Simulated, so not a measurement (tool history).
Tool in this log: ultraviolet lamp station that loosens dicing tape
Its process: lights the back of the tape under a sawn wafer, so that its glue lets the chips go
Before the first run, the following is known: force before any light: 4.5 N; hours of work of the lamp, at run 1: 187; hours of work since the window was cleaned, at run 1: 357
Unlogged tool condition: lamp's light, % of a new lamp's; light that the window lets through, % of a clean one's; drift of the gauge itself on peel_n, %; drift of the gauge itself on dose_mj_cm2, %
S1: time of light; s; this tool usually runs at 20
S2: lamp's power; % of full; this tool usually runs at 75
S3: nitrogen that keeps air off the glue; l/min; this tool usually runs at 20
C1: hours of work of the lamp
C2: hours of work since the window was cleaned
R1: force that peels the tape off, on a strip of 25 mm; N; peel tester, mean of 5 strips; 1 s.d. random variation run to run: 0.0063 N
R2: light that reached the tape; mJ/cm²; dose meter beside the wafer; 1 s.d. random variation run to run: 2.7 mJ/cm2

run 1 day=0.000 | S1=20 S2=75 S3=20 | C1=187 C2=357 | R1=0.209 R2=329
run 2 day=0.238 | S1=20 S2=75 S3=20 | C1=191 C2=361 | R1=0.210 R2=319
run 3 day=0.758 | S1=20 S2=75 S3=20 | C1=200 C2=370 | R1=0.219 R2=322
run 4 day=1.121 | S1=20 S2=75 S3=25 | C1=206 C2=376 | R1=0.203 R2=319
run 5 day=1.554 | S1=20 S2=75 S3=25 | C1=214 C2=384 | R1=0.199 R2=321
run 6 day=1.967 | S1=20 S2=75 S3=25 | C1=221 C2=391 | R1=0.206 R2=315
run 7 day=2.446 | S1=20 S2=89 S3=20 | C1=230 C2=399 | R1=0.178 R2=376
run 8 day=2.938 | S1=18 S2=75 S3=20 | C1=238 C2=408 | R1=0.242 R2=281
run 9 day=3.233 | S1=18 S2=75 S3=20 | C1=243 C2=413 | R1=0.261 R2=284
run 10 day=3.762 | S1=18 S2=75 S3=20 | C1=253 C2=422 | R1=0.265 R2=284
run 11 day=4.012 | S1=18 S2=75 S3=20 | C1=257 C2=427 | R1=0.253 R2=283
run 12 day=4.262 | S1=18 S2=75 S3=20 | C1=261 C2=431 | R1=0.263 R2=275
run 13 day=4.500 | S1=18 S2=75 S3=20 | C1=265 C2=435 | R1=0.256 R2=285
run 14 day=4.888 | S1=39 S2=75 S3=17 | C1=272 C2=442 | R1=0.160 R2=615
run 15 day=5.192 | S1=23 S2=75 S3=17 | C1=277 C2=447 | R1=0.201 R2=356
run 16 day=5.692 | S1=20 S2=75 S3=17 | C1=286 C2=456 | R1=0.245 R2=311
run 17 day=6.212 | S1=20 S2=75 S3=17 | C1=295 C2=465 | R1=0.256 R2=305
-- day=6.271 window cleaned of glue's vapour
run 18 day=6.779 | S1=20 S2=75 S3=17 | C1=305 C2=9 | R1=0.254 R2=304
run 19 day=7.162 | S1=19 S2=75 S3=12 | C1=311 C2=16 | R1=0.347 R2=288
run 20 day=7.638 | S1=19 S2=75 S3=12 | C1=320 C2=24 | R1=0.340 R2=285
-- day=7.704 window cleaned of glue's vapour, once more
run 21 day=7.950 | S1=19 S2=75 S3=12 | C1=325 C2=4 | R1=0.307 R2=305
run 22 day=8.412 | S1=39 S2=75 S3=20 | C1=333 C2=12 | R1=0.150 R2=619
run 23 day=8.800 | S1=39 S2=80 S3=16 | C1=340 C2=19 | R1=0.151 R2=650
run 24 day=9.279 | S1=39 S2=82 S3=38 | C1=348 C2=27 | R1=0.150 R2=671
run 25 day=9.508 | S1=12 S2=78 S3=6 | C1=352 C2=31 | R1=1.038 R2=192
run 26 day=9.988 | S1=31 S2=76 S3=6 | C1=360 C2=40 | R1=0.219 R2=497

What if the next run were any one of these 4? Each begins from the tool's condition after run 26:
run A day=10.471 | S1=14 S2=92 S3=20 | C1=369 C2=48 | R1=? R2=?
run B day=10.471 | S1=31 S2=84 S3=6 | C1=369 C2=48 | R1=? R2=?
run C day=10.471 | S1=20 S2=71 S3=20 | C1=369 C2=48 | R1=? R2=?
run D day=10.471 | S1=31 S2=67 S3=19 | C1=369 C2=48 | R1=? R2=?

run=A R1=0.281 R2=271
run=B R1=0.205 R2=539
run=C R1=0.250 R2=296
run=D R1=0.169 R2=429
The same runs, with their run-to-run variation unchanged, on a tool lacking any hidden condition would have given:
run=A R1=0.226 R2=312
run=B R1=0.178 R2=621
run=C R1=0.207 R2=342
run=D R1=0.158 R2=495
